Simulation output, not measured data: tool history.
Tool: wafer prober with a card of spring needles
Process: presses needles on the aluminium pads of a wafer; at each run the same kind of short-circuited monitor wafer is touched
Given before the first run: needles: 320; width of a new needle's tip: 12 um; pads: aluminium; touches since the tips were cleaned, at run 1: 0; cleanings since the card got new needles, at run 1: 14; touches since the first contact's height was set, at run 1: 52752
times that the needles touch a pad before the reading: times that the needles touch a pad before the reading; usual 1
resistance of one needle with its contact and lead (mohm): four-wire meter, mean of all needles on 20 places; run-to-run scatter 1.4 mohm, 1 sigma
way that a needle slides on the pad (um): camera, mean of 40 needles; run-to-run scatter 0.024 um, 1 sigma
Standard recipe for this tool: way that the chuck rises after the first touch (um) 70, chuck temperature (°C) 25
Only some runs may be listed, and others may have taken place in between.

run	hour	way that the chuck rises after the first touch (um)	chuck temperature (°C)	times that the needles touch a pad before the reading	touches since the tips were cleaned	cleanings since the card got new needles	touches since the first contact's height was set	resistance of one needle with its contact and lead (mohm)	way that a needle slides on the pad (um)
1	0.0	70	25	1	0	14	52752	132	13.82
2	4.1	70	25	1	1476	14	54228	151	13.81
3	11.0	84	25	1	3945	14	56697	152	16.63
4	18.6	84	25	1	6668	14	59420	155	16.59
# hour 22.7: tips cleaned on abrasive film
5	25.5	84	25	1	982	15	61866	167	16.54
6	31.5	84	25	1	3141	15	64025	159	16.54
7	39.3	70	33	1	5970	15	66854	166	13.75
# hour 45.5: tips cleaned on abrasive film
8	47.3	63	33	1	653	16	69673	150	12.32
# hour 53.4: height of the first contact set anew
9	57.6	63	33	1	4243	16	1481	169	12.60
10	67.2	63	33	1	7692	16	4930	172	12.61
# hour 68.5: tips cleaned on abrasive film
11	77.1	63	33	1	3101	17	8467	167	12.57
12	82.2	63	33	1	4933	17	10299	169	12.53
# hour 84.4: tips cleaned on abrasive film, once more
13	90.3	63	33	1	2140	18	13177	164	12.57
14	95.1	63	33	1	3856	18	14893	169	12.53
15	102.9	70	98	1	6655	18	17692	170	13.94
# hour 106.6: tips cleaned on abrasive film
16	111.1	70	98	1	1584	19	20598	163	13.92
17	118.6	59	77	2	4303	19	23317	165	11.74
18	126.9	51	55	1	7275	19	26289	196	10.12
# hour 128.9: tips cleaned on abrasive film
19	131.2	60	32	1	847	20	27816	152	11.88
20	141.2	60	32	1	4418	20	31387	178	11.89
21	146.3	60	32	1	6268	20	33237	176	11.89
# hour 151.4: tips cleaned on abrasive film
22	153.1	60	32	1	596	21	35626	149	11.84
23	159.2	70	86	2	2792	21	37822	157	13.84
24	168.9	70	86	2	6285	21	41315	160	13.88
# hour 173.9: tips cleaned on abrasive film
25	177.7	70	86	2	1333	22	44427	149	13.84
26	183.9	70	45	1	3597	22	46691	164	13.85
27	191.9	87	40	2	6447	22	49541	144	17.24
# hour 196.3: tips cleaned on abrasive film
28	200.2	87	40	2	1426	23	52511	139	17.21
29	210.2	70	25	2	5010	23	56095	152	13.77

3 ways to go on from here, each from the tool as it stands after run 29. What would each give?
# hour 218.5: tips cleaned on abrasive film
A	219.9	82	32	2	495	24	59535	?	?
# hour 218.5: tips cleaned on abrasive film
B	219.9	64	108	1	495	24	59535	?	?
# hour 218.5: tips cleaned on abrasive film
C	219.9	56	99	2	495	24	59535	?	?

run	resistance of one needle with its contact and lead (mohm)	way that a needle slides on the pad (um)
A	132	16.16
B	157	12.60
C	155	10.95
Take away the tool's hidden state, keep each run's random variation, and the runs would have read:
run	resistance of one needle with its contact and lead (mohm)	way that a needle slides on the pad (um)
A	126	16.34
B	145	12.77
C	144	11.12
